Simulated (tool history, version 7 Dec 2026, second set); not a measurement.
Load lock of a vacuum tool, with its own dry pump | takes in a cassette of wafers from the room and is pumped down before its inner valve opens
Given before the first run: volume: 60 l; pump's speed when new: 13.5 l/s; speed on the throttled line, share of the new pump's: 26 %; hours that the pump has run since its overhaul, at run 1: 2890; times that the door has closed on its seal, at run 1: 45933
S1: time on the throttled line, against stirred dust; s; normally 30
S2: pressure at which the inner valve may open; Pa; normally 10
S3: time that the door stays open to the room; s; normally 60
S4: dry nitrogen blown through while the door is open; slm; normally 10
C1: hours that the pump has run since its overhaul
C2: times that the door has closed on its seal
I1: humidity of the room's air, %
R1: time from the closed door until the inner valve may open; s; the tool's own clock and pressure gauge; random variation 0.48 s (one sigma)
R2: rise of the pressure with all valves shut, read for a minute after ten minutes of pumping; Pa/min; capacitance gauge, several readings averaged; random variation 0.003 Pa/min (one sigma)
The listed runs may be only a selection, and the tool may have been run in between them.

run     hour  S1  S2   S3  S4    C1     C2    I1    R1     R2
  1        0  30  10   60  10  2890  45933  45.4  64.9  0.342
  2    597.7  30  10   60  10  3488  47304  42.8  65.8  0.358
  3    894.6  30  10   60  10  3784  47985  44.5    65  0.362
  4     1256  30  10   60  10  4146  48815  43.3  65.9  0.369
  5     1846  30  10   60  10  4736  50168  46.6  65.7  0.392
  6   2211.7  30  10   60  38  5102  51008  44.8  65.9  0.382
  7   2663.9  30  10   60  38  5554  52045  46.9  65.8  0.399
  8   3307.2  30  10  170  10  6197  53521  47.1  65.9  0.436
  9   3938.3  30  10   45  10  6828  54969  45.5  66.5   0.44
 10   4400.5  30   9   60  10  7290  56030  43.3  66.5  0.473
 11   4979.7  30  11   60  10  7870  57359    43  66.2  0.471
 12   5327.5  30  10   60  10  8217  58157  40.2  66.9  0.482
 13   5829.6  30  10   60  10  8719  59309    46  67.1  0.502
 14   6138.8  30  10   60  10  9029  60019  42.5  66.9  0.516
 15   6475.4  30  10   60  10  9365  60791  41.6  67.3  0.517
 16   7107.1  30  10   60  10  9997  62240  43.2  66.6  0.534
      7144.4  -- dry pump taken out, an overhauled one fitted
 17   7471.8  30  10   60  10   327  63063  45.6  64.7  0.551
 18   7849.1  30   7   60  10   705  63929  45.5  65.1  0.561
 19   8507.5  30   7   60  10  1363  65440  47.2  66.6  0.588
      8555.2  -- door's seal changed, seat wiped
 20   8846.1  30  10   26  10  1700    667  46.4  64.5  0.009
 21   9520.1  30  10   26  10  2374   2214  47.4  64.7   0.03
 22   9847.9  26   9   28   8  2702   2966  44.7  62.5  0.026
 23  10507.6  26   9   28   8  3362   4480  41.9  62.2  0.035
 24  10893.6  26  14  149   8  3748   5365  45.2  60.7  0.047
 25  11209.4  41  10  172  20  4063   6090  43.7  73.7  0.036
 26  11578.3  43  10  172  27  4432   6937  45.8  74.2  0.045
 27  12199.5  38  10  172  27  5054   8362  44.4    71  0.049
 28  12760.3  38  10  172  27  5614   9649    46  71.7  0.053
 29    13312  54   7  186  33  6166  10915    45  85.5  0.055
 30  13884.2  41  12   36   7  6738  12228  41.9  74.7  0.065
 31  14490.8  15  16   36  22  7345  13620  45.2  54.1  0.065
 32  14958.6  15   8   36  22  7813  14693  46.2  57.5   0.07
 33  15640.7  15   8   95  28  8495  16258  45.5  57.2  0.082
 34  15987.2  15   9  195  28  8841  17053  43.9  58.3   0.09
 35  16666.6  15   9  150  40  9521  18612    44    58  0.091
 36    17138  15   9  150  40  9992  19694  44.1  58.1  0.097

Pick out some run-to-run changes in R1. Of each, how much would a tool without hidden state show as well, from the settings, what came in and chance, and how much is left for the hidden state and any gauge scatter not in both results compared?
What the log doesn't record here: pump's speed, % of a new pump's; leak at the door's seal, Pa l/s; drift of the gauge itself on ready_s, %; drift of the gauge itself on rise_pa_min, %.
Run 16 -> 17: dry pump taken out, an overhauled one fitted. R1 -1.9 s: hidden state -3.8, all else +1.9.
Run 24 -> 25: S1 26 -> 41, S2 14 -> 10, S3 149 -> 172, S4 8 -> 20. R1 +13 s: hidden state +0.1, all else +12.9.
Run 28 -> 29: S1 38 -> 54, S2 10 -> 7, S3 172 -> 186, S4 27 -> 33. R1 +13.8 s: hidden state +0.2, all else +13.6.
Run 30 -> 31: S1 41 -> 15, S2 12 -> 16, S4 7 -> 22. R1 -20.6 s: hidden state +0.8, all else -21.4.
Run 31 -> 32: S2 16 -> 8. R1 +3.4 s: hidden state +0.6, all else +2.8.

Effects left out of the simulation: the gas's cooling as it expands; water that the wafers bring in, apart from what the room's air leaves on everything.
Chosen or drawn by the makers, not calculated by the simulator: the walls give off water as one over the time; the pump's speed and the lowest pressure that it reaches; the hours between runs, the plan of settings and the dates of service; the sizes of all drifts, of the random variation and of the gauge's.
